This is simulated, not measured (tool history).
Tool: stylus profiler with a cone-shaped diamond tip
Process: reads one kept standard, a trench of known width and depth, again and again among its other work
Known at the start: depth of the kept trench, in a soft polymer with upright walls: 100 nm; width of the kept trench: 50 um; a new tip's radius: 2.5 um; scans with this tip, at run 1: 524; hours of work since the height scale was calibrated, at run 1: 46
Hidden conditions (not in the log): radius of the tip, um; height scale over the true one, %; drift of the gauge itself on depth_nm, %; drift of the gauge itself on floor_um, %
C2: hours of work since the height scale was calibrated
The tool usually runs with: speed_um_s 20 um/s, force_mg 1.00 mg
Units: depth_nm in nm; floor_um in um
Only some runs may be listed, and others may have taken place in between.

{"run": 1, "hour": 0.0, "speed_um_s": 20, "force_mg": 1.0, "scans with this tip": 524, "C2": 46, "depth_nm": 101.05, "floor_um": 48.51}
{"run": 2, "hour": 9.6, "speed_um_s": 20, "force_mg": 1.0, "scans with this tip": 583, "C2": 51, "depth_nm": 101.04, "floor_um": 48.56}
{"run": 3, "hour": 26.6, "speed_um_s": 20, "force_mg": 1.0, "scans with this tip": 688, "C2": 60, "depth_nm": 100.99, "floor_um": 48.5}
{"run": 4, "hour": 47.2, "speed_um_s": 20, "force_mg": 1.0, "scans with this tip": 814, "C2": 71, "depth_nm": 100.93, "floor_um": 48.52}
{"run": 5, "hour": 60.7, "speed_um_s": 20, "force_mg": 1.0, "scans with this tip": 898, "C2": 78, "depth_nm": 101.1, "floor_um": 48.51}
{"run": 6, "hour": 70.4, "speed_um_s": 20, "force_mg": 1.0, "scans with this tip": 957, "C2": 84, "depth_nm": 101.12, "floor_um": 48.49}
{"run": 7, "hour": 92.6, "speed_um_s": 20, "force_mg": 1.0, "scans with this tip": 1093, "C2": 96, "depth_nm": 101.01, "floor_um": 48.46}
{"run": 8, "hour": 106.4, "speed_um_s": 20, "force_mg": 1.0, "scans with this tip": 1178, "C2": 103, "depth_nm": 100.91, "floor_um": 48.53}
{"run": 9, "hour": 116.7, "speed_um_s": 10, "force_mg": 1.0, "scans with this tip": 1242, "C2": 108, "depth_nm": 100.99, "floor_um": 48.51}
{"run": 10, "hour": 137.8, "speed_um_s": 20, "force_mg": 0.45, "scans with this tip": 1372, "C2": 120, "depth_nm": 100.68, "floor_um": 48.41}
{"run": 11, "hour": 156.0, "speed_um_s": 20, "force_mg": 0.45, "scans with this tip": 1483, "C2": 130, "depth_nm": 100.64, "floor_um": 48.46}
{"run": 12, "hour": 178.7, "speed_um_s": 20, "force_mg": 0.45, "scans with this tip": 1623, "C2": 142, "depth_nm": 100.75, "floor_um": 48.45}
{"run": 13, "hour": 191.2, "speed_um_s": 20, "force_mg": 0.45, "scans with this tip": 1700, "C2": 148, "depth_nm": 100.63, "floor_um": 48.47}
{"run": 14, "hour": 208.9, "speed_um_s": 47, "force_mg": 1.0, "scans with this tip": 1808, "C2": 158, "depth_nm": 101.02, "floor_um": 48.36}
{"run": 15, "hour": 220.4, "speed_um_s": 47, "force_mg": 1.0, "scans with this tip": 1879, "C2": 164, "depth_nm": 100.9, "floor_um": 48.37}
{"run": 16, "hour": 232.2, "speed_um_s": 47, "force_mg": 1.0, "scans with this tip": 1952, "C2": 170, "depth_nm": 101.06, "floor_um": 48.39}
{"run": 17, "hour": 247.3, "speed_um_s": 18, "force_mg": 1.0, "scans with this tip": 2045, "C2": 179, "depth_nm": 100.99, "floor_um": 48.49}
{"run": 18, "hour": 257.2, "speed_um_s": 20, "force_mg": 0.42, "scans with this tip": 2105, "C2": 184, "depth_nm": 100.51, "floor_um": 48.44}
{"run": 19, "hour": 270.8, "speed_um_s": 20, "force_mg": 0.42, "scans with this tip": 2189, "C2": 191, "depth_nm": 100.54, "floor_um": 48.44}
{"run": 20, "hour": 292.2, "speed_um_s": 20, "force_mg": 0.63, "scans with this tip": 2321, "C2": 203, "depth_nm": 100.83, "floor_um": 48.45}
{"run": 21, "hour": 312.5, "speed_um_s": 20, "force_mg": 0.36, "scans with this tip": 2445, "C2": 214, "depth_nm": 100.49, "floor_um": 48.41}
{"run": 22, "hour": 322.4, "speed_um_s": 20, "force_mg": 0.36, "scans with this tip": 2506, "C2": 219, "depth_nm": 100.58, "floor_um": 48.46}
{"run": 23, "hour": 341.6, "speed_um_s": 63, "force_mg": 0.49, "scans with this tip": 2624, "C2": 229, "depth_nm": 100.73, "floor_um": 48.22}
{"run": 24, "hour": 363.9, "speed_um_s": 9, "force_mg": 2.19, "scans with this tip": 2761, "C2": 241, "depth_nm": 101.69, "floor_um": 48.49}
{"run": 25, "hour": 381.5, "speed_um_s": 36, "force_mg": 0.87, "scans with this tip": 2869, "C2": 251, "depth_nm": 100.93, "floor_um": 48.41}
{"run": 26, "hour": 399.2, "speed_um_s": 6, "force_mg": 1.38, "scans with this tip": 2978, "C2": 260, "depth_nm": 101.34, "floor_um": 48.5}
{"run": 27, "hour": 414.5, "speed_um_s": 6, "force_mg": 1.38, "scans with this tip": 3072, "C2": 268, "depth_nm": 101.27, "floor_um": 48.52}
{"run": 28, "hour": 434.2, "speed_um_s": 6, "force_mg": 1.38, "scans with this tip": 3193, "C2": 279, "depth_nm": 101.26, "floor_um": 48.53}
{"run": 29, "hour": 443.8, "speed_um_s": 36, "force_mg": 0.49, "scans with this tip": 3252, "C2": 284, "depth_nm": 100.84, "floor_um": 48.36}
{"run": 30, "hour": 463.3, "speed_um_s": 23, "force_mg": 1.18, "scans with this tip": 3372, "C2": 295, "depth_nm": 101.19, "floor_um": 48.48}
{"run": 31, "hour": 483.0, "speed_um_s": 80, "force_mg": 1.0, "scans with this tip": 3493, "C2": 305, "depth_nm": 101.02, "floor_um": 48.26}
{"run": 32, "hour": 505.7, "speed_um_s": 7, "force_mg": 0.53, "scans with this tip": 3633, "C2": 317, "depth_nm": 100.79, "floor_um": 48.42}
{"run": 33, "hour": 524.4, "speed_um_s": 16, "force_mg": 1.0, "scans with this tip": 3748, "C2": 327, "depth_nm": 101.01, "floor_um": 48.47}
{"run": 34, "hour": 545.3, "speed_um_s": 68, "force_mg": 1.0, "scans with this tip": 3876, "C2": 339, "depth_nm": 101.13, "floor_um": 48.2}
{"run": 35, "hour": 555.4, "speed_um_s": 6, "force_mg": 1.44, "scans with this tip": 3938, "C2": 344, "depth_nm": 101.38, "floor_um": 48.47}
{"run": 36, "hour": 575.8, "speed_um_s": 10, "force_mg": 0.62, "scans with this tip": 4064, "C2": 355, "depth_nm": 100.84, "floor_um": 48.48}
{"run": 37, "hour": 592.1, "speed_um_s": 10, "force_mg": 0.36, "scans with this tip": 4164, "C2": 364, "depth_nm": 100.72, "floor_um": 48.44}
{"run": 38, "hour": 613.2, "speed_um_s": 10, "force_mg": 0.36, "scans with this tip": 4294, "C2": 375, "depth_nm": 100.48, "floor_um": 48.41}
{"run": 39, "hour": 632.3, "speed_um_s": 20, "force_mg": 2.95, "scans with this tip": 4411, "C2": 385, "depth_nm": 102.08, "floor_um": 48.43}
{"run": 40, "hour": 649.8, "speed_um_s": 19, "force_mg": 2.67, "scans with this tip": 4519, "C2": 395, "depth_nm": 101.97, "floor_um": 48.43}
{"run": 41, "hour": 666.5, "speed_um_s": 70, "force_mg": 1.0, "scans with this tip": 4621, "C2": 404, "depth_nm": 100.98, "floor_um": 48.22}
{"run": 42, "hour": 681.5, "speed_um_s": 10, "force_mg": 0.48, "scans with this tip": 4714, "C2": 412, "depth_nm": 100.76, "floor_um": 48.43}

Below are 3 alternative next runs, each starting from the tool's condition after run 42. Predict each:
{"run": "A", "hour": 701.8, "speed_um_s": 59, "force_mg": 0.72, "scans with this tip": 4838, "C2": 423, "depth_nm": "?", "floor_um": "?"}
{"run": "B", "hour": 701.8, "speed_um_s": 20, "force_mg": 0.8, "scans with this tip": 4838, "C2": 423, "depth_nm": "?", "floor_um": "?"}
{"run": "C", "hour": 701.8, "speed_um_s": 8, "force_mg": 0.5, "scans with this tip": 4838, "C2": 423, "depth_nm": "?", "floor_um": "?"}

run=A depth_nm=101.06 floor_um=48.25
run=B depth_nm=100.99 floor_um=48.34
run=C depth_nm=100.87 floor_um=48.46
Take away the tool's hidden state, keep each run's random variation, and the runs would have read:
run=A depth_nm=100.86 floor_um=48.39
run=B depth_nm=100.79 floor_um=48.49
run=C depth_nm=100.67 floor_um=48.61

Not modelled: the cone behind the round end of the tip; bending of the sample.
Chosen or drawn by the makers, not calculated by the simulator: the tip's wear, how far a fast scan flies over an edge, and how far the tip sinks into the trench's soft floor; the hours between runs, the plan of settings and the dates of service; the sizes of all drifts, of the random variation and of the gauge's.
